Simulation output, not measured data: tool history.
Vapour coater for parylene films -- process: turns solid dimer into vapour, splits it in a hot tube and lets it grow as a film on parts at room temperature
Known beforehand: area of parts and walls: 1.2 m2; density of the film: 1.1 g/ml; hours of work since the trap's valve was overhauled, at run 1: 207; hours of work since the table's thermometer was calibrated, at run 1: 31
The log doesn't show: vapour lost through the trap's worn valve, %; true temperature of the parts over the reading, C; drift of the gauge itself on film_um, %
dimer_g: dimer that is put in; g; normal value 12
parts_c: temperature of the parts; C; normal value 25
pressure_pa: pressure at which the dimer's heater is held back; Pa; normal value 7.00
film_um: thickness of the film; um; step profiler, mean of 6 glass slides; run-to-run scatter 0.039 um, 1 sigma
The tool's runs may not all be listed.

| run | hour | dimer_g | parts_c | pressure_pa | hours of work since the trap's valve was overhauled | hours of work since the table's thermometer was calibrated | film_um |
|---|---|---|---|---|---|---|---|
| 1 | 0.0 | 12 | 25 | 7.00 | 207 | 31 | 3.97 |
| 2 | 18.6 | 12 | 25 | 7.00 | 218 | 41 | 3.93 |
| 3 | 41.7 | 12 | 25 | 7.00 | 230 | 54 | 3.89 |
| 4 | 63.0 | 12 | 25 | 7.00 | 242 | 65 | 3.90 |
| 5 | 86.4 | 6 | 25 | 7.00 | 255 | 78 | 1.95 |
| 6 | 118.3 | 6 | 25 | 7.00 | 273 | 96 | 1.95 |
| 7 | 136.9 | 6 | 25 | 7.00 | 283 | 106 | 1.98 |
| 8 | 168.6 | 6 | 25 | 7.00 | 300 | 124 | 1.95 |
| 9 | 190.9 | 6 | 25 | 7.00 | 313 | 136 | 1.90 |
| 10 | 218.6 | 12 | 25 | 2.61 | 328 | 151 | 4.08 |
| 11 | 249.7 | 19 | 25 | 7.00 | 345 | 168 | 6.06 |
| 12 | 265.7 | 19 | 25 | 7.00 | 354 | 177 | 5.96 |
| 13 | 282.6 | 13 | 25 | 7.00 | 363 | 187 | 4.14 |
| 14 | 303.3 | 12 | 25 | 7.00 | 375 | 198 | 3.82 |
| 15 | 327.8 | 12 | 25 | 9.27 | 388 | 211 | 3.74 |
| 16 | 360.1 | 12 | 25 | 9.27 | 406 | 229 | 3.69 |
| 17 | 384.5 | 12 | 25 | 9.27 | 419 | 243 | 3.72 |
| 18 | 406.9 | 12 | 25 | 9.27 | 432 | 255 | 3.64 |
| 19 | 430.7 | 12 | 25 | 9.27 | 445 | 268 | 3.69 |
| 20 | 450.8 | 19 | 25 | 9.27 | 456 | 279 | 5.80 |
| 21 | 475.6 | 19 | 25 | 9.27 | 470 | 293 | 5.79 |
| 22 | 498.4 | 19 | 25 | 9.27 | 482 | 306 | 5.65 |
| 23 | 522.6 | 19 | 25 | 9.27 | 496 | 319 | 5.68 |
| 24 | 553.5 | 19 | 25 | 9.27 | 513 | 336 | 5.76 |
| 25 | 577.2 | 19 | 25 | 9.27 | 526 | 349 | 5.66 |
| 26 | 610.4 | 19 | 21 | 5.86 | 544 | 367 | 6.19 |
| 27 | 633.4 | 19 | 21 | 5.86 | 557 | 380 | 6.17 |
| 28 | 655.9 | 14 | 25 | 7.00 | 569 | 392 | 4.20 |
| 29 | 674.5 | 12 | 27 | 10.55 | 579 | 403 | 3.48 |
| 30 | 705.9 | 20 | 29 | 3.62 | 597 | 420 | 5.86 |
| 31 | 721.7 | 6 | 36 | 5.88 | 605 | 429 | 1.49 |
| 32 | 747.6 | 9 | 25 | 7.44 | 620 | 443 | 2.63 |
| 33 | 773.8 | 5 | 36 | 2.94 | 634 | 458 | 1.28 |
| 34 | 795.6 | 5 | 36 | 2.94 | 646 | 470 | 1.31 |
| 35 | 811.8 | 8 | 32 | 4.41 | 655 | 479 | 2.14 |
|  | 838.8 | trap's valve overhauled |
| 36 | 838.8 | 10 | 32 | 7.00 | 0 | 491 | 3.04 |
| 37 | 854.0 | 10 | 32 | 7.00 | 8 | 500 | 3.07 |
| 38 | 888.1 | 9 | 18 | 7.00 | 27 | 518 | 3.41 |
| 39 | 919.8 | 12 | 24 | 7.00 | 45 | 536 | 4.18 |
| 40 | 952.8 | 12 | 24 | 7.00 | 63 | 554 | 4.04 |
| 41 | 985.7 | 7 | 19 | 8.96 | 81 | 572 | 2.51 |
| 42 | 1006.8 | 8 | 35 | 7.00 | 93 | 584 | 2.25 |
| 43 | 1022.7 | 7 | 22 | 6.72 | 101 | 593 | 2.45 |
| 44 | 1050.6 | 17 | 17 | 3.56 | 117 | 608 | 6.74 |
| 45 | 1072.5 | 17 | 18 | 2.99 | 129 | 620 | 6.61 |
| 46 | 1101.6 | 17 | 26 | 6.00 | 145 | 636 | 5.50 |
| 47 | 1125.4 | 17 | 26 | 6.00 | 158 | 649 | 5.46 |

For some of the steps in film_um from one run to the next: how much would appear even if the tool had no hidden state, given the settings, what came in and random variation, and how much remains for the hidden state plus any gauge scatter that the measured result and the result without hidden state don't share?
Run 29 -> 30: dimer_g 12 -> 20, parts_c 27 -> 29, pressure_pa 10.55 -> 3.62. film_um +2.38 um: hidden state -0.40, all else +2.78.
Run 30 -> 31: dimer_g 20 -> 6, parts_c 29 -> 36, pressure_pa 3.62 -> 5.88. film_um -4.37 um: hidden state +0.68, all else -5.05.
Run 35 -> 36: dimer_g 8 -> 10, pressure_pa 4.41 -> 7.00, trap's valve overhauled. film_um +0.90 um: hidden state +0.35, all else +0.55.
Run 43 -> 44: dimer_g 7 -> 17, parts_c 22 -> 17, pressure_pa 6.72 -> 3.56. film_um +4.29 um: hidden state -0.18, all else +4.47.
